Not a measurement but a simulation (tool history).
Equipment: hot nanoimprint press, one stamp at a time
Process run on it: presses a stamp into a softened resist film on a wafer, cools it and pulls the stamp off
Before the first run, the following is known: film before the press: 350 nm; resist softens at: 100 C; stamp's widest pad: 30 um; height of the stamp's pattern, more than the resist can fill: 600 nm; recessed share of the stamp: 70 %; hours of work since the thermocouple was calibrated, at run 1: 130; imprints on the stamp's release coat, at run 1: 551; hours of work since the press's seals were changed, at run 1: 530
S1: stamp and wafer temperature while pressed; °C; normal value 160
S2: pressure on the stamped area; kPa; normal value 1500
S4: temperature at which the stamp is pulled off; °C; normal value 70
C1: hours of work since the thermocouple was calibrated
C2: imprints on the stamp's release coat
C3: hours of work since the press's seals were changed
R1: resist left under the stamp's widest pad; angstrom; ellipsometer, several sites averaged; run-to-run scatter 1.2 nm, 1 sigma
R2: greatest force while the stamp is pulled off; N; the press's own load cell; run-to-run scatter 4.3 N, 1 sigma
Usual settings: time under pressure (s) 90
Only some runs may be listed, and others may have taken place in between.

{"run": 1, "hour": 0.0, "S1": 160, "S2": 1500, "time under pressure (s)": 90, "S4": 70, "C1": 130, "C2": 551, "C3": 530, "R1": 1926, "R2": 236}
{"run": 2, "hour": 17.2, "S1": 160, "S2": 1500, "time under pressure (s)": 90, "S4": 65, "C1": 144, "C2": 640, "C3": 544, "R1": 1939, "R2": 243}
{"run": 3, "hour": 29.9, "S1": 160, "S2": 1500, "time under pressure (s)": 90, "S4": 65, "C1": 154, "C2": 707, "C3": 554, "R1": 1940, "R2": 245}
{"hour": 37.6, "done": "stamp cleaned and given a new release coat"}
{"run": 4, "hour": 46.5, "S1": 166, "S2": 1500, "time under pressure (s)": 90, "S4": 70, "C1": 162, "C2": 46, "C3": 562, "R1": 1529, "R2": 205}
{"run": 5, "hour": 59.3, "S1": 166, "S2": 1690, "time under pressure (s)": 90, "S4": 70, "C1": 172, "C2": 112, "C3": 572, "R1": 1429, "R2": 215}
{"run": 6, "hour": 69.0, "S1": 166, "S2": 1690, "time under pressure (s)": 90, "S4": 70, "C1": 180, "C2": 162, "C3": 580, "R1": 1447, "R2": 219}
{"run": 7, "hour": 81.9, "S1": 160, "S2": 1500, "time under pressure (s)": 90, "S4": 71, "C1": 190, "C2": 229, "C3": 590, "R1": 1942, "R2": 216}
{"run": 8, "hour": 96.8, "S1": 160, "S2": 1500, "time under pressure (s)": 90, "S4": 71, "C1": 202, "C2": 306, "C3": 602, "R1": 1969, "R2": 221}
{"run": 9, "hour": 107.9, "S1": 160, "S2": 1500, "time under pressure (s)": 90, "S4": 71, "C1": 211, "C2": 364, "C3": 611, "R1": 1959, "R2": 227}
{"run": 10, "hour": 118.6, "S1": 149, "S2": 1500, "time under pressure (s)": 90, "S4": 71, "C1": 220, "C2": 419, "C3": 620, "R1": 2817, "R2": 235}
{"run": 11, "hour": 135.3, "S1": 160, "S2": 1500, "time under pressure (s)": 90, "S4": 70, "C1": 233, "C2": 506, "C3": 633, "R1": 1958, "R2": 240}
{"run": 12, "hour": 146.2, "S1": 160, "S2": 1500, "time under pressure (s)": 90, "S4": 70, "C1": 242, "C2": 562, "C3": 641, "R1": 1965, "R2": 233}
{"run": 13, "hour": 159.4, "S1": 160, "S2": 2260, "time under pressure (s)": 90, "S4": 70, "C1": 252, "C2": 631, "C3": 652, "R1": 1616, "R2": 241}
{"run": 14, "hour": 168.4, "S1": 160, "S2": 2260, "time under pressure (s)": 90, "S4": 70, "C1": 259, "C2": 678, "C3": 659, "R1": 1636, "R2": 242}
{"hour": 181.7, "done": "stamp cleaned and given a new release coat"}
{"run": 15, "hour": 186.6, "S1": 160, "S2": 2260, "time under pressure (s)": 90, "S4": 70, "C1": 269, "C2": 25, "C3": 669, "R1": 1628, "R2": 210}

Forecast run 16:
{"hour": 190.9, "done": "plate thermocouple calibrated"}
{"run": 16, "hour": 200.7, "S1": 160, "S2": 2260, "time under pressure (s)": 90, "S4": 65, "C1": 8, "C2": 82, "C3": 678, "R1": "?", "R2": "?"}

Run 16 measured R1 1707 angstrom, R2 227 N.
Minus the tool's unlogged condition, the same run would have read R1 1520 angstrom, R2 220 N.
